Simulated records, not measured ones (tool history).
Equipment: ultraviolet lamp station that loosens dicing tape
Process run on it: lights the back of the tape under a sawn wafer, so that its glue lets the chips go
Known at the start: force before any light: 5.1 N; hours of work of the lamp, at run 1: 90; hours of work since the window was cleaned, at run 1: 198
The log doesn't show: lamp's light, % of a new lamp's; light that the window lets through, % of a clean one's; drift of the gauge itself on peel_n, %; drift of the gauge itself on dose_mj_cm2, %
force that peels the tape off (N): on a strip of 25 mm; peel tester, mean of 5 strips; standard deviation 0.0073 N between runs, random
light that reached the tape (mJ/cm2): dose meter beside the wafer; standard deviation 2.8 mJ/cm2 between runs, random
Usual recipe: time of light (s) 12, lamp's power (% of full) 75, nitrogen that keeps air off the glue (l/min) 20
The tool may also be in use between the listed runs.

run   hour  time of light (s)  lamp's power (% of full)  nitrogen that keeps air off the glue (l/min)  hours of work of the lamp  hours of work since the window was cleaned  force that peels the tape off (N)  light that reached the tape (mJ/cm2)
  1      0                 12                        75                                            20                         90                                         198                              0.274                                   396
  2   19.8                 12                        75                                            20                        100                                         208                              0.265                                   393
  3   53.6                 20                        75                                            20                        117                                         226                              0.149                                   653
  4   78.3                 12                        75                                            20                        130                                         238                              0.278                                   396
  5   94.1                 12                        75                                            20                        138                                         247                              0.273                                   393
  6  119.8                 12                        75                                            19                        152                                         260                              0.284                                   395
  7  143.7                  6                        97                                             8                        164                                         272                              1.068                                   250
  8    177                  7                        61                                             8                        181                                         290                               1.55                                   186
  9  212.9                 11                        98                                            32                        200                                         308                              0.176                                   473
 10    237                 12                        82                                            11                        212                                         321                              0.343                                   431
 11  253.2                 22                        88                                            28                        221                                         329                              0.133                                   843
 12  278.8                 22                        88                                            28                        234                                         342                              0.144                                   843

What if the next run were any one of these 5? Each begins from the tool's condition after run 12:
  A   295                 12                        75                                            18                        242                                         351                                  ?                                     ?
  B   295                 20                        88                                            28                        242                                         351                                  ?                                     ?
  C   295                 20                        98                                            22                        242                                         351                                  ?                                     ?
  D   295                 15                        63                                             9                        242                                         351                                  ?                                     ?
  E   295                 12                        75                                             6                        242                                         351                                  ?                                     ?

run  force that peels the tape off (N)  light that reached the tape (mJ/cm2)
  A                              0.274                                   392
  B                              0.141                                   768
  C                              0.147                                   858
  D                              0.427                                   413
  E                              0.607                                   391
Take away the tool's hidden state, keep each run's random variation, and the runs would have read:
run  force that peels the tape off (N)  light that reached the tape (mJ/cm2)
  A                              0.273                                   392
  B                              0.141                                   769
  C                              0.147                                   859
  D                              0.426                                   413
  E                              0.606                                   391
